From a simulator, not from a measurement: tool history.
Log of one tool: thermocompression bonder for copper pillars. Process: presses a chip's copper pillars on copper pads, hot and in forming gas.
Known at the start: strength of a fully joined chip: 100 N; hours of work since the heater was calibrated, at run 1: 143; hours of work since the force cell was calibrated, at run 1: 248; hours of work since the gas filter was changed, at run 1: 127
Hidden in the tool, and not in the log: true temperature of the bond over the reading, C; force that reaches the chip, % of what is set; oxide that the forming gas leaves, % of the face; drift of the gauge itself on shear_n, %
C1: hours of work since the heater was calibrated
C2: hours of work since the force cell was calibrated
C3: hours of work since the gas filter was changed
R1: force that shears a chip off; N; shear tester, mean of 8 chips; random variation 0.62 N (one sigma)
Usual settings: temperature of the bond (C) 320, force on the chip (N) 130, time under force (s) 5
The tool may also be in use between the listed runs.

{"run": 1, "day": 0.0, "temperature of the bond (C)": 320, "force on the chip (N)": 130, "time under force (s)": 5, "C1": 143, "C2": 248, "C3": 127, "R1": 67.8}
{"run": 2, "day": 0.367, "temperature of the bond (C)": 346, "force on the chip (N)": 130, "time under force (s)": 5, "C1": 147, "C2": 252, "C3": 131, "R1": 79.8}
{"run": 3, "day": 0.688, "temperature of the bond (C)": 346, "force on the chip (N)": 130, "time under force (s)": 5, "C1": 150, "C2": 256, "C3": 134, "R1": 78}
{"run": 4, "day": 1.033, "temperature of the bond (C)": 346, "force on the chip (N)": 130, "time under force (s)": 5, "C1": 154, "C2": 259, "C3": 138, "R1": 77.3}
{"run": 5, "day": 1.233, "temperature of the bond (C)": 346, "force on the chip (N)": 130, "time under force (s)": 5, "C1": 156, "C2": 262, "C3": 140, "R1": 77.7}
{"run": 6, "day": 1.521, "temperature of the bond (C)": 346, "force on the chip (N)": 130, "time under force (s)": 5, "C1": 159, "C2": 265, "C3": 143, "R1": 79.1}
{"run": 7, "day": 1.862, "temperature of the bond (C)": 346, "force on the chip (N)": 130, "time under force (s)": 5, "C1": 163, "C2": 268, "C3": 147, "R1": 78.7}
{"run": 8, "day": 2.162, "temperature of the bond (C)": 346, "force on the chip (N)": 130, "time under force (s)": 5, "C1": 166, "C2": 272, "C3": 150, "R1": 77.8}
{"run": 9, "day": 2.462, "temperature of the bond (C)": 346, "force on the chip (N)": 130, "time under force (s)": 5, "C1": 170, "C2": 275, "C3": 154, "R1": 77.2}
{"run": 10, "day": 2.717, "temperature of the bond (C)": 337, "force on the chip (N)": 170, "time under force (s)": 3, "C1": 172, "C2": 278, "C3": 156, "R1": 79.6}
{"run": 11, "day": 3.104, "temperature of the bond (C)": 320, "force on the chip (N)": 143, "time under force (s)": 5, "C1": 177, "C2": 282, "C3": 161, "R1": 70.9}
{"run": 12, "day": 3.425, "temperature of the bond (C)": 320, "force on the chip (N)": 143, "time under force (s)": 5, "C1": 180, "C2": 285, "C3": 164, "R1": 72.7}
{"run": 13, "day": 3.808, "temperature of the bond (C)": 299, "force on the chip (N)": 156, "time under force (s)": 5, "C1": 184, "C2": 289, "C3": 168, "R1": 67.7}
{"run": 14, "day": 4.033, "temperature of the bond (C)": 299, "force on the chip (N)": 156, "time under force (s)": 5, "C1": 187, "C2": 292, "C3": 171, "R1": 66.4}

Forecast each of these 3 alternatives for the next run:
{"run": "A", "day": 4.333, "temperature of the bond (C)": 299, "force on the chip (N)": 174, "time under force (s)": 5, "C1": 190, "C2": 295, "C3": 174, "R1": "?"}
{"run": "B", "day": 4.333, "temperature of the bond (C)": 342, "force on the chip (N)": 156, "time under force (s)": 5, "C1": 190, "C2": 295, "C3": 174, "R1": "?"}
{"run": "C", "day": 4.333, "temperature of the bond (C)": 320, "force on the chip (N)": 172, "time under force (s)": 7, "C1": 190, "C2": 295, "C3": 174, "R1": "?"}

run=A R1=72.5
run=B R1=83.5
run=C R1=84.4
Without the tool's hidden state the same runs would have given:
run=A R1=73.8
run=B R1=85.5
run=C R1=86.4
